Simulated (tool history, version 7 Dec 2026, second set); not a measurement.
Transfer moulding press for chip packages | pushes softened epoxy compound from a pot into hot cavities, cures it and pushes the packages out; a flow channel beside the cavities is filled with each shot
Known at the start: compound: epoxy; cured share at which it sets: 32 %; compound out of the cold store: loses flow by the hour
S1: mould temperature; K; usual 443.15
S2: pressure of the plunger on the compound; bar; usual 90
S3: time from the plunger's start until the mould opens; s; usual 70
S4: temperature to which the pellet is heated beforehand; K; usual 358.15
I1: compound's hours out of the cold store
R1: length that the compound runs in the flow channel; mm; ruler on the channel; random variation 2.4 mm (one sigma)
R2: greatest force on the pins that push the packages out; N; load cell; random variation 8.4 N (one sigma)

| run | hour | S1 | S2 | S3 | S4 | I1 | R1 | R2 |
|---|---|---|---|---|---|---|---|---|
| 1 | 0 | 443.15 | 90 | 70 | 358.15 | 42.7 | 454 | 354 |
| 2 | 91.5 | 443.15 | 90 | 75 | 358.15 | 35.5 | 461 | 448 |
| 3 | 178 | 443.15 | 90 | 75 | 364.15 | 39.1 | 447 | 375 |
| 4 | 248.3 | 443.15 | 90 | 75 | 364.15 | 33.2 | 458 | 420 |
| 5 | 315.1 | 443.15 | 90 | 75 | 364.15 | 27.2 | 511 | 437 |
| 6 | 394.2 | 443.15 | 90 | 70 | 358.15 | 32.2 | 495 | 399 |
| 7 | 484.6 | 443.15 | 90 | 70 | 358.15 | 19.3 | 523 | 532 |
| 8 | 572 | 443.15 | 90 | 70 | 358.15 | 29.8 | 487 | 448 |
| 9 | 674.2 | 448.15 | 90 | 70 | 358.15 | 42.5 | 435 | 321 |
| 10 | 732 | 448.15 | 90 | 70 | 357.15 | 47.3 | 419 | 327 |
| 11 | 779.2 | 443.15 | 90 | 96 | 358.15 | 42.4 | 438 | 276 |
| 12 | 842.5 | 443.15 | 90 | 96 | 358.15 | 46.8 | 461 | 294 |
| 13 | 930.4 | 451.15 | 80.3 | 53 | 358.15 | 34.4 | 443 | 672 |
| 14 | 1033 | 443.15 | 70.8 | 70 | 351.15 | 36 | 424 | 563 |
| 15 | 1133.2 | 438.15 | 74.5 | 81 | 351.15 | 19.5 | 477 | 576 |
| 16 | 1183.5 | 438.15 | 74.5 | 81 | 351.15 | 26.7 | 456 | 533 |
| 17 | 1236.5 | 438.15 | 74.5 | 81 | 351.15 | 21 | 471 | 542 |
| 18 | 1331.1 | 449.15 | 91.4 | 91 | 355.15 | 13.3 | 508 | 289 |
| 19 | 1377.5 | 449.15 | 91.4 | 91 | 355.15 | 27.4 | 506 | 244 |
| 20 | 1468.2 | 445.15 | 74 | 64 | 349.15 | 42.1 | 420 | 559 |
| 21 | 1511.7 | 445.15 | 74 | 64 | 349.15 | 14.7 | 489 | 613 |
| 22 | 1565.7 | 439.15 | 84.3 | 91 | 365.15 | 41.2 | 454 | 378 |
| 23 | 1626.4 | 441.15 | 90 | 70 | 358.15 | 37.3 | 473 | 539 |
| 24 | 1732.5 | 442.15 | 109.4 | 62 | 362.15 | 33.9 | 526 | 709 |

Taken out of this log: 37 entries between the listed runs. Where each belongs, and how the hidden state differs across it:
Between runs 1 and 2: cavities cleaned with cleaning compound and waxed (hour 51.6)
  true mould temperature over the reading, C: 0.23 -> 0.31; pressure that reaches the compound, % of what is set: 91.75 -> 88.92; grip of the stained cavities, % over clean ones': 0.5 -> 43.8
  measured less the result without the state, R1: -20 -> -29 mm; R2: -4 -> +131 N
Between runs 2 and 3: cavities cleaned with cleaning compound and waxed (hour 108.8); cavities cleaned with cleaning compound and waxed (hour 161.3)
  true mould temperature over the reading, C: 0.31 -> 0.38; pressure that reaches the compound, % of what is set: 88.92 -> 86.46; grip of the stained cavities, % over clean ones': 43.8 -> 21.6
  measured less the result without the state, R1: -29 -> -35 mm; R2: +131 -> +61 N
Between runs 3 and 4: cavities cleaned with cleaning compound and waxed (hour 218.9)
  true mould temperature over the reading, C: 0.38 -> 0.43; pressure that reaches the compound, % of what is set: 86.46 -> 84.53; grip of the stained cavities, % over clean ones': 21.6 -> 33.2
  measured less the result without the state, R1: -35 -> -41 mm; R2: +61 -> +98 N
Between runs 4 and 5: plunger's sealing rings changed (hour 264.6); cavities cleaned with cleaning compound and waxed (hour 273.9); mould's thermocouples calibrated (hour 315.1)
  true mould temperature over the reading, C: 0.43 -> 0.74; pressure that reaches the compound, % of what is set: 84.53 -> 98.6; grip of the stained cavities, % over clean ones': 33.2 -> 44
  measured less the result without the state, R1: -41 -> -5 mm; R2: +98 -> +123 N
Between runs 5 and 6: cavities cleaned with cleaning compound and waxed (hour 329.4); cavities cleaned with cleaning compound and waxed (hour 384.4)
  true mould temperature over the reading, C: 0.74 -> 0.81; pressure that reaches the compound, % of what is set: 98.6 -> 96.51; grip of the stained cavities, % over clean ones': 44 -> 13.7
  measured less the result without the state, R1: -5 -> -10 mm; R2: +123 -> +29 N
Between runs 6 and 7: cavities cleaned with cleaning compound and waxed (hour 437.8)
  true mould temperature over the reading, C: 0.81 -> 0.88; pressure that reaches the compound, % of what is set: 96.51 -> 93.72; grip of the stained cavities, % over clean ones': 13.7 -> 45.3
  measured less the result without the state, R1: -10 -> -19 mm; R2: +29 -> +144 N
Between runs 7 and 8: cavities cleaned with cleaning compound and waxed (hour 494.5); cavities cleaned with cleaning compound and waxed (hour 549.4)
  true mould temperature over the reading, C: 0.88 -> 0.96; pressure that reaches the compound, % of what is set: 93.72 -> 91.08; grip of the stained cavities, % over clean ones': 45.3 -> 27.3
  measured less the result without the state, R1: -19 -> -26 mm; R2: +144 -> +74 N
Between runs 8 and 9: cavities cleaned with cleaning compound and waxed (hour 607.5); cavities cleaned with cleaning compound and waxed (hour 661.9)
  true mould temperature over the reading, C: 0.96 -> 1.04; pressure that reaches the compound, % of what is set: 91.08 -> 88.45; grip of the stained cavities, % over clean ones': 27.3 -> 18.2
  measured less the result without the state, R1: -26 -> -30 mm; R2: +74 -> +41 N
Between runs 9 and 10: cavities cleaned with cleaning compound and waxed (hour 716.8)
  true mould temperature over the reading, C: 1.04 -> 1.09; pressure that reaches the compound, % of what is set: 88.45 -> 86.7; grip of the stained cavities, % over clean ones': 18.2 -> 21.7
  measured less the result without the state, R1: -30 -> -33 mm; R2: +41 -> +49 N
Between runs 10 and 11: cavities cleaned with cleaning compound and waxed (hour 771.5)
  true mould temperature over the reading, C: 1.09 -> 1.12; pressure that reaches the compound, % of what is set: 86.7 -> 85.36; grip of the stained cavities, % over clean ones': 21.7 -> 10.4
  measured less the result without the state, R1: -33 -> -38 mm; R2: +49 -> +23 N
Between runs 11 and 12: plunger's sealing rings changed (hour 821.3); cavities cleaned with cleaning compound and waxed (hour 828.4); mould's thermocouples calibrated, once more (hour 836.9)
  true mould temperature over the reading, C: 1.12 -> -0.06; pressure that reaches the compound, % of what is set: 85.36 -> 99.51; grip of the stained cavities, % over clean ones': 10.4 -> 14.6
  measured less the result without the state, R1: -38 -> -1 mm; R2: +23 -> +38 N
Between runs 12 and 13: cavities cleaned with cleaning compound and waxed (hour 881.9)
  true mould temperature over the reading, C: -0.06 -> 0.02; pressure that reaches the compound, % of what is set: 99.51 -> 96.98; grip of the stained cavities, % over clean ones': 14.6 -> 47.5
  measured less the result without the state, R1: -1 -> -7 mm; R2: +38 -> +215 N
Between runs 13 and 14: cavities cleaned with cleaning compound and waxed (hour 936.8); cavities cleaned with cleaning compound and waxed (hour 989.5)
  true mould temperature over the reading, C: 0.02 -> 0.1; pressure that reaches the compound, % of what is set: 96.98 -> 93.87; grip of the stained cavities, % over clean ones': 47.5 -> 44.1
  measured less the result without the state, R1: -7 -> -14 mm; R2: +215 -> +169 N
Between runs 14 and 15: cavities cleaned with cleaning compound and waxed (hour 1043); cavities cleaned with cleaning compound and waxed (hour 1097.2)
  true mould temperature over the reading, C: 0.1 -> 0.19; pressure that reaches the compound, % of what is set: 93.87 -> 90.82; grip of the stained cavities, % over clean ones': 44.1 -> 42.2
  measured less the result without the state, R1: -14 -> -24 mm; R2: +169 -> +164 N
Between runs 15 and 16: cavities cleaned with cleaning compound and waxed (hour 1150.3)
  true mould temperature over the reading, C: 0.19 -> 0.23; pressure that reaches the compound, % of what is set: 90.82 -> 89.44; grip of the stained cavities, % over clean ones': 42.2 -> 37.7
  measured less the result without the state, R1: -24 -> -26 mm; R2: +164 -> +140 N
Between runs 16 and 17: cavities cleaned with cleaning compound and waxed (hour 1210.2)
  true mould temperature over the reading, C: 0.23 -> 0.27; pressure that reaches the compound, % of what is set: 89.44 -> 87.89; grip of the stained cavities, % over clean ones': 37.7 -> 32.1
  measured less the result without the state, R1: -26 -> -31 mm; R2: +140 -> +123 N
Between runs 17 and 18: cavities cleaned with cleaning compound and waxed (hour 1262.1); cavities cleaned with cleaning compound and waxed (hour 1320.4)
  true mould temperature over the reading, C: 0.27 -> 0.36; pressure that reaches the compound, % of what is set: 87.89 -> 84.98; grip of the stained cavities, % over clean ones': 32.1 -> 15.5
  measured less the result without the state, R1: -31 -> -44 mm; R2: +123 -> +39 N
Between runs 18 and 19: plunger's sealing rings changed (hour 1376); cavities cleaned with cleaning compound and waxed (hour 1377.5)
  true mould temperature over the reading, C: 0.36 -> 0.39; pressure that reaches the compound, % of what is set: 84.98 -> 99.83; grip of the stained cavities, % over clean ones': 15.5 -> 0.8
  measured less the result without the state, R1: -44 -> -1 mm; R2: +39 -> +1 N
Between runs 19 and 20: cavities cleaned with cleaning compound and waxed (hour 1431.4)
  true mould temperature over the reading, C: 0.39 -> 0.47; pressure that reaches the compound, % of what is set: 99.83 -> 97.19; grip of the stained cavities, % over clean ones': 0.8 -> 38.6
  measured less the result without the state, R1: -1 -> -7 mm; R2: +1 -> +142 N
Between runs 20 and 21: cavities cleaned with cleaning compound and waxed (hour 1484.8)
  true mould temperature over the reading, C: 0.47 -> 0.5; pressure that reaches the compound, % of what is set: 97.19 -> 95.98; grip of the stained cavities, % over clean ones': 38.6 -> 34.2
  measured less the result without the state, R1: -7 -> -11 mm; R2: +142 -> +139 N
Between runs 21 and 22: cavities cleaned with cleaning compound and waxed (hour 1538.4)
  true mould temperature over the reading, C: 0.5 -> 0.54; pressure that reaches the compound, % of what is set: 95.98 -> 94.32; grip of the stained cavities, % over clean ones': 34.2 -> 32.6
  measured less the result without the state, R1: -11 -> -15 mm; R2: +139 -> +87 N
Between runs 22 and 23: cavities cleaned with cleaning compound and waxed (hour 1592.5)
  true mould temperature over the reading, C: 0.54 -> 0.59; pressure that reaches the compound, % of what is set: 94.32 -> 92.45; grip of the stained cavities, % over clean ones': 32.6 -> 35.2
  measured less the result without the state, R1: -15 -> -20 mm; R2: +87 -> +125 N
Between runs 23 and 24: cavities cleaned with cleaning compound and waxed (hour 1647.2); mould's thermocouples calibrated (hour 1699.2); cavities cleaned with cleaning compound and waxed (hour 1700.7)
  true mould temperature over the reading, C: 0.59 -> 0.18; pressure that reaches the compound, % of what is set: 92.45 -> 89.39; grip of the stained cavities, % over clean ones': 35.2 -> 37.9
  measured less the result without the state, R1: -20 -> -30 mm; R2: +125 -> +190 N

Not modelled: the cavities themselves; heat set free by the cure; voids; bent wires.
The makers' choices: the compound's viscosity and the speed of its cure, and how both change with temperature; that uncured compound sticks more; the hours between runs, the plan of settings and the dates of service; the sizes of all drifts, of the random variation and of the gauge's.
